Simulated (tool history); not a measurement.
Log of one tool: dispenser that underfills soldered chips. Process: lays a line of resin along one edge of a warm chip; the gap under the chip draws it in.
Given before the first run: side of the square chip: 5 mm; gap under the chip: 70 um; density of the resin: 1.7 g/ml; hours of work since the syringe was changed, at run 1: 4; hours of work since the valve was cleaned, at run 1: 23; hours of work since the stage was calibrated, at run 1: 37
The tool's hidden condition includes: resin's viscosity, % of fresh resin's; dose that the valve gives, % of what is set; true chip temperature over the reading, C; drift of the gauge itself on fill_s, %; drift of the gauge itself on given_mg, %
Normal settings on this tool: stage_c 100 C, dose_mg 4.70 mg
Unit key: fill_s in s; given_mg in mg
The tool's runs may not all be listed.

run  hour  stage_c  dose_mg  hours of work since the syringe was changed  hours of work since the valve was cleaned  hours of work since the stage was calibrated  fill_s  given_mg
  1   0.0      100     4.70                                            4                                         23                                            37     8.4      4.63
  2   2.5      100     4.70                                            5                                         24                                            38     9.3      4.62
      4.4  -- new syringe of resin
  3   6.8      100     5.25                                            2                                         27                                            41     6.3      5.20
  4  10.2      100     5.25                                            4                                         29                                            43     7.4      5.15
     14.7  -- new syringe of resin
  5  14.8      100     4.70                                            0                                         32                                            46     5.6      4.58
  6  18.9      100     4.70                                            3                                         34                                            48     7.0      4.64
  7  22.7       90     5.92                                            5                                         37                                            51    12.2      5.80
     25.0  -- new syringe of resin
  8  26.0      100     5.23                                            1                                         39                                            53     6.1      5.07
  9  29.8      105     4.43                                            3                                         41                                            55     6.4      4.30
 10  34.2       93     4.63                                            6                                         44                                            58    11.2      4.49
     35.5  -- new syringe of resin
 11  36.7      111     5.48                                            1                                         45                                            59     4.2      5.36
 12  40.4      111     5.48                                            3                                         48                                            61     5.1      5.37

Each row is a separate what-if for the run after 12, all from the same tool condition, not one after another. Results?
  A  44.0      108     5.48                                            5                                         50                                            64       ?         ?
  B  44.0       97     5.48                                            5                                         50                                            64       ?         ?
  C  44.0      114     5.20                                            5                                         50                                            64       ?         ?

run  fill_s  given_mg
  A     7.1      5.34
  B    10.0      5.30
  C     5.9      5.08
With no hidden state in the tool, these same runs would have given:
run  fill_s  given_mg
  A     4.5      5.49
  B     6.3      5.45
  C     3.7      5.22

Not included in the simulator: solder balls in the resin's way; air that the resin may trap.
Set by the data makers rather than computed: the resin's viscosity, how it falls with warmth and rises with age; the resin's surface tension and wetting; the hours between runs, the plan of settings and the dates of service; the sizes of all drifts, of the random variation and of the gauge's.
